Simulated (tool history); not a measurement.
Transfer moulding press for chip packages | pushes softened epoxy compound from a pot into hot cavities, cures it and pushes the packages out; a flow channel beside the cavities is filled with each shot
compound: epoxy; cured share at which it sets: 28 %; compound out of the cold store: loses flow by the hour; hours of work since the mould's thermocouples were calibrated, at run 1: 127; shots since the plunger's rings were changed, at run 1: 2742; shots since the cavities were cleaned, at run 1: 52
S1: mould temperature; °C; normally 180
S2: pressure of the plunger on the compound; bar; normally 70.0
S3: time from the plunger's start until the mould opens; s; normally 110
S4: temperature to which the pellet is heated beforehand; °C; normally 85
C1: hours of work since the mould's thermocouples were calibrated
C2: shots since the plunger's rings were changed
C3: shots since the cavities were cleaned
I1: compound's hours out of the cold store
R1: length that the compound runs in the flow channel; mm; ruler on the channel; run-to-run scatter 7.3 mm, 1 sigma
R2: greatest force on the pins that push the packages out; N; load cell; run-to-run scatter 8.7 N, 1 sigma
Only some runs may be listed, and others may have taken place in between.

run,day,S1,S2,S3,S4,C1,C2,C3,I1,R1,R2
1,0.000,180,70.0,110,85,127,2742,52,17.6,835,419
2,0.212,180,70.0,110,85,129,2779,89,29.0,766,421
3,0.488,180,70.0,110,85,132,2827,137,26.7,770,425
4,0.783,180,70.0,117,85,136,2879,189,11.7,891,405
5,1.183,180,70.0,117,85,140,2949,259,11.2,883,436
6,1.492,180,70.0,117,85,144,3004,314,20.9,819,424
7,1.892,180,70.0,110,85,148,3074,384,33.7,724,483
8,2.133,180,70.0,110,85,151,3116,426,10.2,892,481
# day 2.217: cavities cleaned with cleaning compound and waxed
9,2.629,181,70.0,128,85,156,3192,72,22.5,798,445
10,2.925,181,70.0,128,85,159,3244,124,14.6,866,450
11,3.150,177,52.4,102,85,161,3284,164,41.3,602,644
12,3.342,177,52.4,102,85,163,3317,197,12.3,763,743
13,3.762,180,86.2,126,87,168,3391,271,24.5,882,487
14,4.183,180,86.2,126,87,173,3465,345,42.0,755,478

Each row is a separate what-if for the run after 14, all from the same tool condition, not one after another. Results?
# day 4.358: cavities cleaned with cleaning compound and waxed, once more
A,4.567,180,67.4,110,85,176,3521,36,13.1,?,?
# day 4.358: cavities cleaned with cleaning compound and waxed, once more
B,4.567,180,86.2,126,95,176,3521,36,31.3,?,?
# day 4.358: cavities cleaned with cleaning compound and waxed, once more
C,4.567,176,70.0,110,88,176,3521,36,19.6,?,?
# day 4.358: cavities cleaned with cleaning compound and waxed, once more
D,4.567,181,70.0,110,76,176,3521,36,42.6,?,?

run,R1,R2
A,854,403
B,845,371
C,844,497
D,683,381
Had the tool no hidden state, the same runs would have come out as:
run,R1,R2
A,900,379
B,890,353
C,889,464
D,719,361

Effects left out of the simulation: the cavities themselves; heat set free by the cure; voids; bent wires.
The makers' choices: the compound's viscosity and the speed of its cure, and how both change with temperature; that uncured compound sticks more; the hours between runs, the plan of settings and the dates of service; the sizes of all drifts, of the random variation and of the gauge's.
